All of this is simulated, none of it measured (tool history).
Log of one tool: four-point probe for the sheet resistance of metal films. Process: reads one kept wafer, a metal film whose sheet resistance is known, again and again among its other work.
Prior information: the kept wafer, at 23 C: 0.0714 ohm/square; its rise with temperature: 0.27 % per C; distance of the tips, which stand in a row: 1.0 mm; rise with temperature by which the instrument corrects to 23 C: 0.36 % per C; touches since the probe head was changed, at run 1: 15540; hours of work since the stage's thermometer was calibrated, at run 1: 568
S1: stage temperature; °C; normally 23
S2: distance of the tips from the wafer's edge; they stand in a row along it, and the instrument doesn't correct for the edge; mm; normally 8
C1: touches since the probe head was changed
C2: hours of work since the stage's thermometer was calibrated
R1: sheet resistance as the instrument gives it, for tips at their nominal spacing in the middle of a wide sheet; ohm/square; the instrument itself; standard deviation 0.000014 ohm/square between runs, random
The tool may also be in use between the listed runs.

run,hour,S1,S2,C1,C2,R1
1,0,23,8,15540,568,0.072211
2,30.3,23,8,16556,580,0.072192
3,60.8,23,8,17577,592,0.072223
4,127,23,8,19793,619,0.072256
5,174.1,25,8,21372,638,0.072126
6,205.1,25,8,22408,650,0.072097
7,255.7,25,8,24105,670,0.072116
8,306.7,25,8,25813,691,0.072146
9,369.9,25,8,27927,716,0.07214
10,436.7,25,8,30165,743,0.072165
11,471.3,25,8,31325,757,0.072167
12,528,25,8,33225,780,0.072164
13,573.1,27,8,34735,798,0.072035
14,626.2,23,9,36511,819,0.072227
15,680.5,23,9,38331,841,0.072218
16,711.2,23,24,39361,853,0.071827
17,769.7,23,24,41318,877,0.071869
18,816.1,23,34,42874,895,0.071825
19,858.6,18,54,44295,913,0.072164
20,924.1,19,17,46489,939,0.072228
21,959.1,23,10,47663,953,0.072203

Run 22 comes next. What will it give?
22,1018.2,23,30,49643,977,?

R1: 0.071852 ohm/square
With the hidden condition absent and the run-to-run variation left alone, this run would have shown R1 0.071417 ohm/square.
